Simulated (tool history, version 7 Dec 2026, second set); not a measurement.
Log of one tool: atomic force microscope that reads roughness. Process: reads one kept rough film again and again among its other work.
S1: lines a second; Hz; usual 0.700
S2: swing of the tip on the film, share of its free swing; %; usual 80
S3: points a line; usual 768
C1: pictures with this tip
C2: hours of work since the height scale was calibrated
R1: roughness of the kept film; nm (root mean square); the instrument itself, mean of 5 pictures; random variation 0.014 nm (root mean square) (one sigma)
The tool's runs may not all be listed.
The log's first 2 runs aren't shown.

run	hour	S1	S2	S3	C1	C2	R1
3	34.9	0.700	80	768	62	306	3.324
4	52.0	0.700	80	768	91	317	3.257
5	69.7	0.700	80	270	121	328	3.192
6	87.0	0.700	80	768	150	339	3.165
7	104.6	0.700	80	768	180	350	3.129
8	116.0	0.700	80	768	199	358	3.098
9	132.4	0.700	80	768	227	368	3.049
10	140.6	0.700	80	768	241	373	3.012
11	153.9	0.700	80	768	264	382	3.023
12	167.4	0.700	80	768	287	391	2.980
13	180.1	0.700	73	768	308	399	2.978
14	191.7	0.700	80	768	328	406	2.894
15	204.7	0.700	72	768	350	414	2.921
# hour 209.3: new tip fitted
16	217.4	0.700	72	768	14	422	3.496
17	229.4	0.700	72	768	34	430	3.447
18	243.6	0.700	72	768	58	439	3.371
19	258.0	0.700	72	768	83	448	3.356
20	273.4	0.700	72	768	109	458	3.292
21	285.1	0.700	72	768	129	465	3.279
22	294.8	0.700	72	768	145	471	3.223
23	308.4	0.700	72	768	168	480	3.175
24	317.5	3.189	80	768	183	486	2.740
25	329.2	3.189	80	768	203	493	2.719

Run 26 comes next. What will it give?
26	348.7	0.784	80	961	236	506	?

R1: 3.033 nm (root mean square)
Without the tool's hidden state the same run would have given R1 3.448 nm (root mean square).
